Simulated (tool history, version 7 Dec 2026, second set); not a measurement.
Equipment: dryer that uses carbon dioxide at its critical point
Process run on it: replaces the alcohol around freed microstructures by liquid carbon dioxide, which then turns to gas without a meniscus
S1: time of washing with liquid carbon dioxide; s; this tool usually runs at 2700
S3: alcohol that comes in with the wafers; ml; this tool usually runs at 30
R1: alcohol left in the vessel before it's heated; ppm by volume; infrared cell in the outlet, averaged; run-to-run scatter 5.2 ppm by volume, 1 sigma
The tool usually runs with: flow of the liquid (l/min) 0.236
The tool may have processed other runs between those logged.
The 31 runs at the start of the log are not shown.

run 32 hour=700.6 | S1=3240 flow_of_the_liquid_(l/min)=0.260 S3=53 | R1=104
run 33 hour=732.0 | S1=1920 flow_of_the_liquid_(l/min)=0.325 S3=42 | R1=279
run 34 hour=745.6 | S1=3480 flow_of_the_liquid_(l/min)=0.265 S3=53 | R1=96
run 35 hour=772.4 | S1=3480 flow_of_the_liquid_(l/min)=0.169 S3=46 | R1=343
run 36 hour=791.7 | S1=1680 flow_of_the_liquid_(l/min)=0.236 S3=30 | R1=840
run 37 hour=806.1 | S1=3060 flow_of_the_liquid_(l/min)=0.313 S3=71 | R1=119
run 38 hour=824.2 | S1=3060 flow_of_the_liquid_(l/min)=0.313 S3=71 | R1=130
run 39 hour=838.3 | S1=3060 flow_of_the_liquid_(l/min)=0.313 S3=71 | R1=123
run 40 hour=858.5 | S1=3060 flow_of_the_liquid_(l/min)=0.313 S3=53 | R1=119
run 41 hour=875.1 | S1=3840 flow_of_the_liquid_(l/min)=0.250 S3=53 | R1=131
-- hour=878.8 inlet filter changed
run 42 hour=903.0 | S1=4020 flow_of_the_liquid_(l/min)=0.208 S3=83 | R1=155
run 43 hour=932.1 | S1=3540 flow_of_the_liquid_(l/min)=0.236 S3=53 | R1=148
run 44 hour=953.0 | S1=1620 flow_of_the_liquid_(l/min)=0.236 S3=39 | R1=988
run 45 hour=972.1 | S1=1740 flow_of_the_liquid_(l/min)=0.210 S3=46 | R1=1334
run 46 hour=988.5 | S1=2100 flow_of_the_liquid_(l/min)=0.297 S3=55 | R1=324

Below are 4 alternative next runs, each starting from the tool's condition after run 46. Predict each:
run A hour=1009.4 | S1=2340 flow_of_the_liquid_(l/min)=0.314 S3=51 | R1=?
run B hour=1009.4 | S1=1860 flow_of_the_liquid_(l/min)=0.248 S3=32 | R1=?
run C hour=1009.4 | S1=2520 flow_of_the_liquid_(l/min)=0.258 S3=40 | R1=?
run D hour=1009.4 | S1=2580 flow_of_the_liquid_(l/min)=0.379 S3=51 | R1=?

run=A R1=208
run=B R1=549
run=C R1=251
run=D R1=154
Without the tool's unlogged condition, the same runs would have read:
run=A R1=61
run=B R1=371
run=C R1=101
run=D R1=20

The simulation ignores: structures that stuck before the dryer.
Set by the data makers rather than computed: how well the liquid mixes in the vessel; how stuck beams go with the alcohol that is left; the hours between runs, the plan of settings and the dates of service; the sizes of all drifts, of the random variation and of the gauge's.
